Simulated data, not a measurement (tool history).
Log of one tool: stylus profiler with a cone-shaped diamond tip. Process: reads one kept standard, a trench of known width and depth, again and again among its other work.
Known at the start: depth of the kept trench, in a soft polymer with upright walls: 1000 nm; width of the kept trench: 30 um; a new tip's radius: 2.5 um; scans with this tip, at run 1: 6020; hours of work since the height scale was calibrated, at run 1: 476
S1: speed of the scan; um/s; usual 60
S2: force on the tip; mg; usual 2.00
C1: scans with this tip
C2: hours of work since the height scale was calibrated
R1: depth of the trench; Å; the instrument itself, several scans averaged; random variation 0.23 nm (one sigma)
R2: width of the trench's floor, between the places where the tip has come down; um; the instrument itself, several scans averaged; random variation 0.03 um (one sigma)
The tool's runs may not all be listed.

Run 1, hour 0.0: usual settings; C1 6020; C2 476. Result: R1 10060.3 Å, R2 24.73 um.
Run 2, hour 20.7: usual settings; C1 6171; C2 487. Result: R1 10066.8 Å, R2 24.78 um.
Run 3, hour 45.5: usual settings but S2 4.28 mg; C1 6352; C2 502. Result: R1 10122.2 Å, R2 24.73 um.
Run 4, hour 77.7: usual settings but S2 4.28 mg; C1 6588; C2 520. Result: R1 10124.4 Å, R2 24.75 um.
Run 5, hour 99.1: usual settings but S2 4.28 mg; C1 6745; C2 533. Result: R1 10123.2 Å, R2 24.75 um.
Run 6, hour 126.5: usual settings but S2 4.28 mg; C1 6945; C2 549. Result: R1 10119.7 Å, R2 24.68 um.
Run 7, hour 157.5: usual settings but S1 53 um/s, S2 1.47 mg; C1 7172; C2 567. Result: R1 10044.7 Å, R2 24.55 um.
Run 8, hour 176.5: usual settings but S1 53 um/s, S2 1.47 mg; C1 7311; C2 578. Result: R1 10046.9 Å, R2 24.53 um.
Run 9, hour 195.0: usual settings but S1 61 um/s, S2 2.75 mg; C1 7446; C2 588. Result: R1 10078.5 Å, R2 24.53 um.
Run 10, hour 227.6: usual settings but S1 41 um/s, S2 3.34 mg; C1 7685; C2 607. Result: R1 10098.1 Å, R2 24.54 um.

Hidden state or all else? Some run-to-run changes of R1, split into what the settings, what came in and random variation would give without the hidden state, and what is left for the hidden state (with any gauge scatter that isn't in both results):
The hidden state here: radius of the tip, um; height scale over the true one, %; drift of the gauge itself on depth_nm, %; drift of the gauge itself on floor_um, %.
Run 6 -> 7: S1 60 -> 53, S2 4.28 -> 1.47. R1 -75.0 Å: hidden state -0.5, all else -74.5.
Run 9 -> 10: S1 61 -> 41, S2 2.75 -> 3.34. R1 +19.6 Å: hidden state -1.0, all else +20.6.
